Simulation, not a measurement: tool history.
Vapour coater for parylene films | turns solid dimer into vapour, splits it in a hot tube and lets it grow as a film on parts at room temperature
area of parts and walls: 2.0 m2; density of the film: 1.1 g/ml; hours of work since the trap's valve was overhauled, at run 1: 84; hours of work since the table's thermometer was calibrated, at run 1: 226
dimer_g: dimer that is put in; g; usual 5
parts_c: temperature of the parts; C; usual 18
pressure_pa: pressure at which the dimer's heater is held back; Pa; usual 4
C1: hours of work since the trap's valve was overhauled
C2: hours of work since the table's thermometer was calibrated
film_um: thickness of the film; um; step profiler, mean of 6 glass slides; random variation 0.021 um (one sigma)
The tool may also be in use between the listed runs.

run 1 hour=0 | dimer_g=5 parts_c=18 pressure_pa=4 | C1=84 C2=226 | film_um=1.25
run 2 hour=17.4 | dimer_g=5 parts_c=18 pressure_pa=4 | C1=97 C2=239 | film_um=1.25
run 3 hour=37.6 | dimer_g=5 parts_c=18 pressure_pa=9.11 | C1=112 C2=254 | film_um=1.07
run 4 hour=53.5 | dimer_g=5 parts_c=12 pressure_pa=4 | C1=123 C2=265 | film_um=1.45
run 5 hour=76.8 | dimer_g=5 parts_c=12 pressure_pa=4 | C1=141 C2=283 | film_um=1.37
run 6 hour=101.5 | dimer_g=5 parts_c=18 pressure_pa=4 | C1=159 C2=301 | film_um=1.15
run 7 hour=127 | dimer_g=5 parts_c=18 pressure_pa=4 | C1=178 C2=320 | film_um=1.2
run 8 hour=137.9 | dimer_g=5 parts_c=18 pressure_pa=4 | C1=186 C2=328 | film_um=1.18
run 9 hour=154.6 | dimer_g=5 parts_c=18 pressure_pa=4 | C1=198 C2=340 | film_um=1.17
run 10 hour=171.9 | dimer_g=4 parts_c=18 pressure_pa=4 | C1=211 C2=353 | film_um=0.93
run 11 hour=185.1 | dimer_g=4 parts_c=18 pressure_pa=4 | C1=221 C2=363 | film_um=0.96
run 12 hour=198.3 | dimer_g=4 parts_c=18 pressure_pa=4 | C1=231 C2=373 | film_um=0.9
-- hour=203.9 trap's valve overhauled
run 13 hour=225.3 | dimer_g=5 parts_c=22 pressure_pa=4 | C1=16 C2=390 | film_um=0.95
run 14 hour=242.5 | dimer_g=5 parts_c=22 pressure_pa=4 | C1=29 C2=403 | film_um=0.95
run 15 hour=254.5 | dimer_g=6 parts_c=18 pressure_pa=4.29 | C1=38 C2=412 | film_um=1.26
run 16 hour=273.2 | dimer_g=3 parts_c=21 pressure_pa=4 | C1=51 C2=425 | film_um=0.58
run 17 hour=288 | dimer_g=2 parts_c=30 pressure_pa=3.64 | C1=62 C2=436 | film_um=0.29
run 18 hour=300.5 | dimer_g=2 parts_c=30 pressure_pa=3.64 | C1=72 C2=446 | film_um=0.35
run 19 hour=316.7 | dimer_g=2 parts_c=30 pressure_pa=3.64 | C1=84 C2=458 | film_um=0.34

Run 20 comes next. What will it give?
-- hour=322.9 trap's valve overhauled, once more
run 20 hour=338.2 | dimer_g=2 parts_c=13 pressure_pa=6.98 | C1=11 C2=471 | film_um=?

Run 20 gave film_um 0.51 um.
Without the tool's hidden state the same run would have given film_um 0.52 um.

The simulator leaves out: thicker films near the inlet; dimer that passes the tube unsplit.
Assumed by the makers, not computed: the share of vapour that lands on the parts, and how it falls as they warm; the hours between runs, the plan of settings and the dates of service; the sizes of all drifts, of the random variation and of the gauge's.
